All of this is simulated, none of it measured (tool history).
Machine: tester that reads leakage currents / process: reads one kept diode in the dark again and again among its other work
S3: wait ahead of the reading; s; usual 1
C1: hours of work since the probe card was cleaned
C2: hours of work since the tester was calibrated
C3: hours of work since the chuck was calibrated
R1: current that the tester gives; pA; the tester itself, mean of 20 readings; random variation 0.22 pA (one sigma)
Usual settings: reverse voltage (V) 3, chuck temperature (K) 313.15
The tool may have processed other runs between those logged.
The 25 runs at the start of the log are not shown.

{"run": 26, "day": 114.0, "reverse voltage (V)": 2.94, "chuck temperature (K)": 313.15, "S3": 0.4, "C1": 3019, "C2": 80, "C3": 377, "R1": 72.11}
{"run": 27, "day": 117.679, "reverse voltage (V)": 1.89, "chuck temperature (K)": 330.15, "S3": 0.4, "C1": 3061, "C2": 122, "C3": 418, "R1": 203.24}
{"run": 28, "day": 122.488, "reverse voltage (V)": 1.89, "chuck temperature (K)": 330.15, "S3": 0.4, "C1": 3116, "C2": 177, "C3": 473, "R1": 203.24}
{"run": 29, "day": 126.171, "reverse voltage (V)": 1.89, "chuck temperature (K)": 330.15, "S3": 0.4, "C1": 3157, "C2": 219, "C3": 515, "R1": 201.65}
{"run": 30, "day": 130.692, "reverse voltage (V)": 1.89, "chuck temperature (K)": 330.15, "S3": 0.4, "C1": 3209, "C2": 270, "C3": 566, "R1": 200.34}
{"run": 31, "day": 133.717, "reverse voltage (V)": 3.36, "chuck temperature (K)": 293.15, "S3": 1, "C1": 3243, "C2": 304, "C3": 601, "R1": 19.06}
{"run": 32, "day": 136.554, "reverse voltage (V)": 7.23, "chuck temperature (K)": 326.15, "S3": 0.98, "C1": 3275, "C2": 337, "C3": 633, "R1": 325.7}
{"day": 140.454, "done": "probe card cleaned and baked"}
{"run": 33, "day": 142.35, "reverse voltage (V)": 3, "chuck temperature (K)": 296.15, "S3": 3.88, "C1": 22, "C2": 401, "C3": 697, "R1": 13.26}
{"run": 34, "day": 145.525, "reverse voltage (V)": 3, "chuck temperature (K)": 301.15, "S3": 9.58, "C1": 58, "C2": 437, "C3": 733, "R1": 21.05}
{"run": 35, "day": 148.904, "reverse voltage (V)": 4.57, "chuck temperature (K)": 327.15, "S3": 9.58, "C1": 96, "C2": 475, "C3": 772, "R1": 250.18}
{"run": 36, "day": 155.117, "reverse voltage (V)": 1.3, "chuck temperature (K)": 318.15, "S3": 1.78, "C1": 167, "C2": 546, "C3": 842, "R1": 57.46}
{"run": 37, "day": 158.671, "reverse voltage (V)": 6.6, "chuck temperature (K)": 303.15, "S3": 1.78, "C1": 207, "C2": 586, "C3": 883, "R1": 40.38}
{"run": 38, "day": 163.162, "reverse voltage (V)": 6.6, "chuck temperature (K)": 323.15, "S3": 1.4, "C1": 258, "C2": 637, "C3": 934, "R1": 220.48}
{"run": 39, "day": 166.817, "reverse voltage (V)": 6.6, "chuck temperature (K)": 323.15, "S3": 1.4, "C1": 299, "C2": 679, "C3": 975, "R1": 219.08}
{"run": 40, "day": 170.325, "reverse voltage (V)": 6.6, "chuck temperature (K)": 323.15, "S3": 1.4, "C1": 339, "C2": 719, "C3": 1015, "R1": 218.27}

3 options for the next run, each taken on its own from the tool as it stands now. Forecast them:
{"run": "A", "day": 172.908, "reverse voltage (V)": 2.21, "chuck temperature (K)": 323.15, "S3": 1.4, "C1": 369, "C2": 748, "C3": 1044, "R1": "?"}
{"run": "B", "day": 172.908, "reverse voltage (V)": 3.87, "chuck temperature (K)": 301.15, "S3": 2.55, "C1": 369, "C2": 748, "C3": 1044, "R1": "?"}
{"run": "C", "day": 172.908, "reverse voltage (V)": 6.46, "chuck temperature (K)": 323.15, "S3": 0.52, "C1": 369, "C2": 748, "C3": 1044, "R1": "?"}

run=A R1=114.9
run=B R1=24.38
run=C R1=216.68
Stripped of hidden state, with their random variation kept, the same runs would have yielded:
run=A R1=134.17
run=B R1=28.01
run=C R1=252.05
